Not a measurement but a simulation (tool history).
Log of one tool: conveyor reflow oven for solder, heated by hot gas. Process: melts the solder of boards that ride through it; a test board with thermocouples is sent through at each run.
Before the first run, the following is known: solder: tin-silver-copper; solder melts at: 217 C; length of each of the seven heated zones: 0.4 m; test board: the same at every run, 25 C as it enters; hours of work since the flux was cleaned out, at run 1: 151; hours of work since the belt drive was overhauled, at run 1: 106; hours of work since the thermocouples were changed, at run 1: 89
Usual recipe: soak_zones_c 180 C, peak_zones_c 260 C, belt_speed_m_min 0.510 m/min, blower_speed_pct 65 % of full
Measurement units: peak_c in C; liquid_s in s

run	hour	soak_zones_c	peak_zones_c	belt_speed_m_min	blower_speed_pct	hours of work since the flux was cleaned out	hours of work since the belt drive was overhauled	hours of work since the thermocouples were changed	peak_c	liquid_s
1	0.0	180	260	0.510	65	151	106	89	246.7	69.2
2	12.5	180	260	0.510	65	158	113	95	247.3	69.0
3	25.6	180	260	0.510	65	165	120	102	247.1	69.1
4	36.3	180	260	0.503	65	170	125	108	247.4	70.6
5	48.0	180	260	0.510	65	176	131	114	246.6	69.1
6	53.9	172	260	0.510	65	180	135	117	245.6	63.6
7	63.8	172	260	0.510	65	185	140	122	245.0	64.2
# hour 69.5: flux residue cleaned out of gas plates and filters
8	79.1	172	260	0.510	65	5	145	128	246.3	63.2
9	89.6	182	260	0.507	68	11	151	133	247.5	71.9
# hour 96.4: flux residue cleaned out of gas plates and filters, once more
10	108.5	182	260	0.507	68	6	158	141	247.6	73.3
11	114.9	182	260	0.507	68	10	161	144	248.6	73.2
12	121.7	182	260	0.507	68	13	165	148	249.4	73.6
13	127.8	191	262	0.541	71	17	168	151	251.1	74.3
14	138.0	190	262	0.509	71	22	173	156	251.6	80.1
15	147.5	190	272	0.434	71	27	178	161	263.9	104.3

Consider 4 possible next runs. They are alternatives, not a sequence: every one starts from the tool as it was left by run 15. What does each give?
A	156.8	180	272	0.434	71	32	183	166	?	?
B	156.8	180	260	0.510	65	32	183	166	?	?
C	156.8	175	260	0.539	53	32	183	166	?	?
D	156.8	166	255	0.430	71	32	183	166	?	?

run	peak_c	liquid_s
A	263.0	98.6
B	247.2	71.0
C	241.9	56.3
D	246.9	78.9
The same runs, with their run-to-run variation unchanged, on a tool lacking any hidden condition would have given:
run	peak_c	liquid_s
A	263.3	98.5
B	247.5	71.0
C	242.1	56.4
D	247.2	79.0
